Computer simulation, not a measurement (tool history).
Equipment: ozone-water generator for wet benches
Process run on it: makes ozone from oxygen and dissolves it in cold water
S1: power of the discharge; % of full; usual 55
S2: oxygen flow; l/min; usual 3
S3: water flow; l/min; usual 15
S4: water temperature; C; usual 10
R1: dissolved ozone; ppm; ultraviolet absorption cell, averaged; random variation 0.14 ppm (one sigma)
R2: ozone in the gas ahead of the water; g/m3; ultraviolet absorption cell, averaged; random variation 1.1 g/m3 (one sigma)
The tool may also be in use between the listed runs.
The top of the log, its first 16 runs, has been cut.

run	hour	S1	S2	S3	S4	R1	R2
17	1635.6	55	5.1	15	10	16.7	138.3
18	1767.5	55	5.1	15	10	16.9	138.7
# hour 1840.8: gauge calibrated
19	1877.3	55	5.1	15	10	16.7	142.3
20	1997.8	89	3	13	6	31.1	296.7
21	2096.4	89	3	13	6	30.8	294.5
22	2202.8	89	2.14	18	6	21.2	374.4
23	2319.4	89	2.14	18	6	20.9	371
24	2400.8	89	2.14	18	6	21.1	368.4
25	2461.6	89	2.14	18	6	21.1	368.1
26	2593.3	89	2.14	18	6	21.1	367.7
27	2666.9	87	1.57	13	17	26.4	442.5
28	2732.9	41	4.87	13	17	13.6	114.9
29	2828.8	41	4.87	13	17	13.6	113.5
30	2911.7	41	4.87	13	17	13.7	113.2
31	3011.5	55	3	22	17	10.8	197.4
32	3103.5	55	3	22	17	10.8	198.2
33	3217	55	4.19	15	10	17	157.4

Branching from run 33: 3 alternative next runs. What would each branch give?
A	3290.3	55	4.19	12	12	?	?
B	3290.3	55	1.51	14	10	?	?
C	3290.3	55	2.64	15	10	?	?

run	R1	R2
A	20.3	156.8
B	17.9	315.5
C	17.3	215.1
The same runs, with their run-to-run variation unchanged, on a tool lacking any hidden condition would have given:
run	R1	R2
A	20.4	160.8
B	18	323.6
C	17.4	220.6
